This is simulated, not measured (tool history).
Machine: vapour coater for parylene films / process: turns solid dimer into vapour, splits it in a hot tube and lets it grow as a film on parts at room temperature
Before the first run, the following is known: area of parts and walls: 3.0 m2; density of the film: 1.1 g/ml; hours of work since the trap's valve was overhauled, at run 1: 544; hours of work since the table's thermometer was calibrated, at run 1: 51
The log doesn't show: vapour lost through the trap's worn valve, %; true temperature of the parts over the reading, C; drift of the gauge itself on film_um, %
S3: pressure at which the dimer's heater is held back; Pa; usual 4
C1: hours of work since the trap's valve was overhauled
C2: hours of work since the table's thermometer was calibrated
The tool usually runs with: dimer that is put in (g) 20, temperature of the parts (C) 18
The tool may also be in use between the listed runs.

run 1 hour=0 | dimer_that_is_put_in_(g)=20 temperature_of_the_parts_(C)=18 S3=4 | C1=544 C2=51 | thickness_of_the_film_(µm)=3.74
run 2 hour=44.4 | dimer_that_is_put_in_(g)=20 temperature_of_the_parts_(C)=18 S3=4 | C1=569 C2=77 | thickness_of_the_film_(µm)=3.74
run 3 hour=80.2 | dimer_that_is_put_in_(g)=20 temperature_of_the_parts_(C)=18 S3=4 | C1=590 C2=97 | thickness_of_the_film_(µm)=3.66
-- hour=131.5 trap's valve overhauled
run 4 hour=153.1 | dimer_that_is_put_in_(g)=34 temperature_of_the_parts_(C)=18 S3=4 | C1=13 C2=137 | thickness_of_the_film_(µm)=7.19
run 5 hour=213.7 | dimer_that_is_put_in_(g)=34 temperature_of_the_parts_(C)=18 S3=4 | C1=48 C2=172 | thickness_of_the_film_(µm)=7.11
run 6 hour=257.7 | dimer_that_is_put_in_(g)=34 temperature_of_the_parts_(C)=18 S3=4 | C1=73 C2=198 | thickness_of_the_film_(µm)=7.05
run 7 hour=299.8 | dimer_that_is_put_in_(g)=34 temperature_of_the_parts_(C)=18 S3=4 | C1=98 C2=222 | thickness_of_the_film_(µm)=7.01
run 8 hour=367.9 | dimer_that_is_put_in_(g)=34 temperature_of_the_parts_(C)=18 S3=11.24 | C1=137 C2=262 | thickness_of_the_film_(µm)=6.06
run 9 hour=410.3 | dimer_that_is_put_in_(g)=23 temperature_of_the_parts_(C)=21 S3=3.36 | C1=162 C2=286 | thickness_of_the_film_(µm)=4.32
run 10 hour=449.7 | dimer_that_is_put_in_(g)=19 temperature_of_the_parts_(C)=14 S3=3.36 | C1=184 C2=309 | thickness_of_the_film_(µm)=4.51
run 11 hour=523.9 | dimer_that_is_put_in_(g)=19 temperature_of_the_parts_(C)=14 S3=3.36 | C1=227 C2=352 | thickness_of_the_film_(µm)=4.46
run 12 hour=578.8 | dimer_that_is_put_in_(g)=19 temperature_of_the_parts_(C)=14 S3=3.36 | C1=259 C2=384 | thickness_of_the_film_(µm)=4.52
run 13 hour=632.5 | dimer_that_is_put_in_(g)=11 temperature_of_the_parts_(C)=14 S3=5.87 | C1=290 C2=415 | thickness_of_the_film_(µm)=2.37
run 14 hour=701.9 | dimer_that_is_put_in_(g)=8 temperature_of_the_parts_(C)=18 S3=4 | C1=331 C2=455 | thickness_of_the_film_(µm)=1.62

Alternative continuations, all from the tool just after run 14; predict every row:
run A hour=753.7 | dimer_that_is_put_in_(g)=25 temperature_of_the_parts_(C)=12 S3=3.4 | C1=361 C2=485 | thickness_of_the_film_(µm)=?
run B hour=753.7 | dimer_that_is_put_in_(g)=23 temperature_of_the_parts_(C)=27 S3=4 | C1=361 C2=485 | thickness_of_the_film_(µm)=?
run C hour=753.7 | dimer_that_is_put_in_(g)=10 temperature_of_the_parts_(C)=22 S3=4 | C1=361 C2=485 | thickness_of_the_film_(µm)=?
run D hour=753.7 | dimer_that_is_put_in_(g)=29 temperature_of_the_parts_(C)=18 S3=5.96 | C1=361 C2=485 | thickness_of_the_film_(µm)=?

run=A thickness_of_the_film_(µm)=6.16
run=B thickness_of_the_film_(µm)=3.3
run=C thickness_of_the_film_(µm)=1.7
run=D thickness_of_the_film_(µm)=5.43
Stripped of hidden state, with their random variation kept, the same runs would have yielded:
run=A thickness_of_the_film_(µm)=6.61
run=B thickness_of_the_film_(µm)=3.54
run=C thickness_of_the_film_(µm)=1.83
run=D thickness_of_the_film_(µm)=5.83

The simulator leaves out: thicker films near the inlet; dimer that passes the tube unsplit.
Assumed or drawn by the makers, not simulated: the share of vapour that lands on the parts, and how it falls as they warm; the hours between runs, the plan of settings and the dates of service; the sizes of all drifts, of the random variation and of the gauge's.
